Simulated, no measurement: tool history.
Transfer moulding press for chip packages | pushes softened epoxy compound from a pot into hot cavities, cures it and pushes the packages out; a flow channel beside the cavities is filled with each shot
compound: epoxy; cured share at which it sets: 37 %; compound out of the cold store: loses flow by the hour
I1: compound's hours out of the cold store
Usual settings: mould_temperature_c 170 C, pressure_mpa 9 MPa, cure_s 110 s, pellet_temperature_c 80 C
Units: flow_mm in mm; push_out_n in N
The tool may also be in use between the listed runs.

run 1 hour=0 | mould_temperature_c=170 pressure_mpa=9 cure_s=110 pellet_temperature_c=80 | I1=38.1 | flow_mm=514 push_out_n=648
run 2 hour=10.1 | mould_temperature_c=170 pressure_mpa=9 cure_s=132 pellet_temperature_c=80 | I1=44.1 | flow_mm=503 push_out_n=638
run 3 hour=17.9 | mould_temperature_c=170 pressure_mpa=9 cure_s=110 pellet_temperature_c=80 | I1=16.6 | flow_mm=558 push_out_n=780
run 4 hour=26.2 | mould_temperature_c=170 pressure_mpa=9 cure_s=110 pellet_temperature_c=80 | I1=10.1 | flow_mm=575 push_out_n=851
run 5 hour=34.2 | mould_temperature_c=170 pressure_mpa=9 cure_s=110 pellet_temperature_c=80 | I1=16.9 | flow_mm=555 push_out_n=867
run 6 hour=42.6 | mould_temperature_c=170 pressure_mpa=9 cure_s=110 pellet_temperature_c=80 | I1=38.2 | flow_mm=511 push_out_n=825
-- hour=46.2 cavities cleaned with cleaning compound and waxed
run 7 hour=50.4 | mould_temperature_c=170 pressure_mpa=9 cure_s=110 pellet_temperature_c=80 | I1=40.3 | flow_mm=508 push_out_n=955
run 8 hour=59.8 | mould_temperature_c=170 pressure_mpa=9 cure_s=110 pellet_temperature_c=76 | I1=20.3 | flow_mm=550 push_out_n=1040
run 9 hour=67.2 | mould_temperature_c=170 pressure_mpa=9 cure_s=110 pellet_temperature_c=76 | I1=18 | flow_mm=551 push_out_n=1015
-- hour=75 cavities cleaned with cleaning compound and waxed, once more
run 10 hour=76.5 | mould_temperature_c=170 pressure_mpa=9 cure_s=110 pellet_temperature_c=76 | I1=9.8 | flow_mm=569 push_out_n=500
run 11 hour=85.3 | mould_temperature_c=170 pressure_mpa=9 cure_s=110 pellet_temperature_c=76 | I1=21.6 | flow_mm=544 push_out_n=561
run 12 hour=95.4 | mould_temperature_c=170 pressure_mpa=9 cure_s=110 pellet_temperature_c=76 | I1=23.3 | flow_mm=541 push_out_n=628
run 13 hour=100.9 | mould_temperature_c=170 pressure_mpa=9 cure_s=110 pellet_temperature_c=80 | I1=33.5 | flow_mm=521 push_out_n=669
-- hour=108.7 plunger's sealing rings changed
run 14 hour=112.9 | mould_temperature_c=170 pressure_mpa=9 cure_s=110 pellet_temperature_c=80 | I1=37.4 | flow_mm=531 push_out_n=705
run 15 hour=117.7 | mould_temperature_c=170 pressure_mpa=9 cure_s=110 pellet_temperature_c=80 | I1=14.5 | flow_mm=579 push_out_n=758
run 16 hour=127.4 | mould_temperature_c=167 pressure_mpa=9 cure_s=130 pellet_temperature_c=75 | I1=28.5 | flow_mm=554 push_out_n=734
run 17 hour=132.1 | mould_temperature_c=166 pressure_mpa=10.5 cure_s=97 pellet_temperature_c=80 | I1=32.3 | flow_mm=592 push_out_n=1311
run 18 hour=142.5 | mould_temperature_c=169 pressure_mpa=10.33 cure_s=97 pellet_temperature_c=82 | I1=34.5 | flow_mm=572 push_out_n=1085
-- hour=145.8 cavities cleaned with cleaning compound and waxed
run 19 hour=149 | mould_temperature_c=170 pressure_mpa=9 cure_s=110 pellet_temperature_c=80 | I1=31.1 | flow_mm=540 push_out_n=482
run 20 hour=154.6 | mould_temperature_c=170 pressure_mpa=9 cure_s=110 pellet_temperature_c=80 | I1=15.3 | flow_mm=575 push_out_n=565
run 21 hour=159 | mould_temperature_c=170 pressure_mpa=9 cure_s=110 pellet_temperature_c=80 | I1=8.8 | flow_mm=594 push_out_n=618
run 22 hour=163.7 | mould_temperature_c=170 pressure_mpa=9 cure_s=110 pellet_temperature_c=80 | I1=21.7 | flow_mm=560 push_out_n=587
run 23 hour=172.5 | mould_temperature_c=170 pressure_mpa=9 cure_s=110 pellet_temperature_c=80 | I1=44.7 | flow_mm=511 push_out_n=668
run 24 hour=181.9 | mould_temperature_c=164 pressure_mpa=7.45 cure_s=106 pellet_temperature_c=81 | I1=40 | flow_mm=485 push_out_n=1094
run 25 hour=190.2 | mould_temperature_c=167 pressure_mpa=9.62 cure_s=147 pellet_temperature_c=86 | I1=31.6 | flow_mm=562 push_out_n=663
run 26 hour=197.4 | mould_temperature_c=170 pressure_mpa=9.62 cure_s=123 pellet_temperature_c=86 | I1=11.7 | flow_mm=603 push_out_n=733

Forecast run 27:
run 27 hour=203.5 | mould_temperature_c=168 pressure_mpa=8.03 cure_s=137 pellet_temperature_c=75 | I1=13.5 | flow_mm=? push_out_n=?

Run 27 gave flow_mm 547 mm, push_out_n 735 N.
Without the tool's hidden state the same run would have given flow_mm 554 mm, push_out_n 421 N.

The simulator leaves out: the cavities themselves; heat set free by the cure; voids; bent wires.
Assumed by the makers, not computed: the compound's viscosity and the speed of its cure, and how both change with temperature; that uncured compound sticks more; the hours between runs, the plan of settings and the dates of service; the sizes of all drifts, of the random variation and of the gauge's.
